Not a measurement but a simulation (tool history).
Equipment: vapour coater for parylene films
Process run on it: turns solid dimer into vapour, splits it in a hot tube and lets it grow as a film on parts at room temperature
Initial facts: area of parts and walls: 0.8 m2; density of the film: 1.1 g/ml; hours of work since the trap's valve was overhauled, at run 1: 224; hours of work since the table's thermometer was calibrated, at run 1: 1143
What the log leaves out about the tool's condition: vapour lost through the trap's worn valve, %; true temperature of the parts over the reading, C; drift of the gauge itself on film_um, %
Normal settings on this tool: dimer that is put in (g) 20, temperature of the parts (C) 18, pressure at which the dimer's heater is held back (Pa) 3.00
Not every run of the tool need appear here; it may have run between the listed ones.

run,hour,dimer that is put in (g),temperature of the parts (C),pressure at which the dimer's heater is held back (Pa),hours of work since the trap's valve was overhauled,hours of work since the table's thermometer was calibrated,thickness of the film (um)
1,0.0,20,18,3.00,224,1143,12.75
2,65.0,20,18,3.00,271,1190,12.57
3,140.3,10,18,3.00,327,1246,6.23
# hour 188.7: trap's valve overhauled
4,195.7,10,18,3.00,5,1283,6.35
5,249.1,15,18,3.00,44,1323,9.44
6,322.8,15,18,3.00,98,1377,9.41
7,384.3,15,18,3.00,144,1422,9.33
8,422.7,20,15,3.00,172,1450,13.58
# hour 434.8: table's thermometer calibrated
9,472.1,20,15,4.70,207,27,13.12
10,525.9,20,18,3.00,247,67,12.54
11,571.4,20,18,3.00,280,100,12.65
12,620.8,20,18,3.00,317,137,12.54
# hour 680.0: trap's valve overhauled
13,690.8,20,18,3.00,8,185,12.50
14,764.5,20,18,3.00,62,239,12.52
15,839.4,20,18,3.00,117,294,12.61
16,896.6,16,18,3.00,159,336,10.09
17,948.0,16,18,3.00,197,374,9.96
18,1010.4,16,15,3.00,243,420,10.93
19,1053.0,20,18,9.61,274,451,11.41
20,1099.7,20,18,9.61,308,485,11.35
# hour 1171.4: trap's valve overhauled
21,1181.4,12,30,6.44,7,542,5.16
22,1220.6,10,14,10.41,36,571,6.37
23,1261.7,20,27,7.61,66,601,9.23
24,1345.3,20,27,7.61,128,663,9.19
25,1414.4,14,18,3.00,178,713,8.77
26,1470.9,14,18,3.00,220,755,8.84
27,1519.1,13,19,6.59,255,790,7.45
28,1560.1,13,19,6.59,285,820,7.50
29,1622.0,11,16,3.92,331,866,7.10
# hour 1662.3: trap's valve overhauled
30,1711.4,20,28,4.59,36,929,9.35
31,1782.0,20,28,6.26,88,980,9.17

Branching from run 31: 5 alternative next runs. What would each branch give?
A,1828.0,28,17,3.00,122,1014,?
B,1828.0,32,27,3.15,122,1014,?
C,1828.0,17,16,6.40,122,1014,?
D,1828.0,20,17,4.79,122,1014,?
E,1828.0,18,16,4.24,122,1014,?

run,thickness of the film (um)
A,18.01
B,15.88
C,10.62
D,12.40
E,11.66
Had the tool no hidden state, the same runs would have come out as:
run,thickness of the film (um)
A,18.05
B,15.91
C,10.64
D,12.43
E,11.69
